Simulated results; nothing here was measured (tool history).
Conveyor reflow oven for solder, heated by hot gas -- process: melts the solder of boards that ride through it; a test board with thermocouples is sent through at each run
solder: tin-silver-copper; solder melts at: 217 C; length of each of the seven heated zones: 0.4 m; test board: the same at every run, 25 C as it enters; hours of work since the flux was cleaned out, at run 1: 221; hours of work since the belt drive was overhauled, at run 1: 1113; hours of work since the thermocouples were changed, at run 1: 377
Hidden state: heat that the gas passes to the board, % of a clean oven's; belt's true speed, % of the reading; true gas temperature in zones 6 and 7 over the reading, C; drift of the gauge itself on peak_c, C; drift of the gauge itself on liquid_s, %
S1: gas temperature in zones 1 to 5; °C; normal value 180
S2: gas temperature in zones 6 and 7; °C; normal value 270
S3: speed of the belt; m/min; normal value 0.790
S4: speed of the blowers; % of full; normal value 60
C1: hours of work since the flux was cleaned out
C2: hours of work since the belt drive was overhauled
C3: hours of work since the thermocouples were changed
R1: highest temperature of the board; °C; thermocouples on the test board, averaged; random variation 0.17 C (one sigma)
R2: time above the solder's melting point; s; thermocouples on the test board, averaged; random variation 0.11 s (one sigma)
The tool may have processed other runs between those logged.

run,day,S1,S2,S3,S4,C1,C2,C3,R1,R2
1,0.000,180,270,0.790,60,221,1113,377,252.4,48.1
2,1.258,180,270,0.790,60,240,1133,396,252.3,47.8
3,2.742,180,270,0.790,60,263,1155,419,252.2,47.9
4,4.492,180,282,0.790,60,289,1182,445,262.4,53.4
5,6.846,180,282,0.790,60,326,1218,481,262.2,53.3
6,9.162,180,270,0.790,60,361,1254,517,251.7,47.5
# day 11.917: flux residue cleaned out of gas plates and filters
7,12.262,180,270,0.790,60,5,1298,561,253.3,48.9
8,14.392,180,270,0.790,60,38,1330,594,252.7,48.9
9,15.721,180,270,0.924,60,58,1351,614,247.1,37.8
10,17.054,180,270,0.924,60,79,1371,635,247.6,37.4
11,20.088,180,270,0.924,60,125,1418,681,247.3,37.5
12,22.617,180,270,0.924,60,164,1456,720,247.1,37.4
13,23.846,183,281,0.671,60,183,1475,739,267.7,67.5
14,26.138,183,281,0.671,60,218,1510,774,267.5,67.4
15,27.833,182,270,0.790,57,244,1536,800,251.5,48.5
16,29.438,182,267,0.858,57,268,1561,824,246.3,40.5
17,31.308,182,267,0.858,51,297,1590,853,244.0,38.8
# day 31.646: belt drive overhauled, speed set with a stopwatch
18,34.167,182,267,0.858,51,338,39,894,244.6,40.0
19,36.312,180,270,0.720,60,371,71,927,255.1,56.8
# day 38.221: flux residue cleaned out of gas plates and filters
20,38.625,180,270,0.720,60,6,104,959,256.1,58.1
21,40.575,180,270,0.720,60,36,134,989,256.2,57.9
22,42.108,189,270,0.790,69,60,157,1012,257.0,56.2
# day 44.192: belt drive overhauled, speed set with a stopwatch, once more
23,44.712,184,264,0.935,70,97,8,1050,244.2,35.7
24,46.146,180,265,0.790,60,119,30,1072,246.9,43.3

How would selected steps in R1 from run to run divide? Give the signed amount a tool lacking its hidden state would still show from settings, what came in and random variation, and the signed amount left for the hidden state, including any gauge scatter that is not in both of the compared results.
Run 6 -> 7: flux residue cleaned out of gas plates and filters. R1 +1.6 °C: hidden state +1.5, all else +0.1.
Run 12 -> 13: S1 180 -> 183, S2 270 -> 281, S3 0.924 -> 0.671. R1 +20.6 °C: hidden state -0.2, all else +20.8.
Run 14 -> 15: S1 183 -> 182, S2 281 -> 270, S3 0.671 -> 0.790, S4 60 -> 57. R1 -16.0 °C: hidden state +0.0, all else -16.0.
Run 22 -> 23: S1 189 -> 184, S2 270 -> 264, S3 0.790 -> 0.935, S4 69 -> 70, belt drive overhauled, speed set with a stopwatch, once more. R1 -12.8 °C: hidden state -1.8, all else -11.0.

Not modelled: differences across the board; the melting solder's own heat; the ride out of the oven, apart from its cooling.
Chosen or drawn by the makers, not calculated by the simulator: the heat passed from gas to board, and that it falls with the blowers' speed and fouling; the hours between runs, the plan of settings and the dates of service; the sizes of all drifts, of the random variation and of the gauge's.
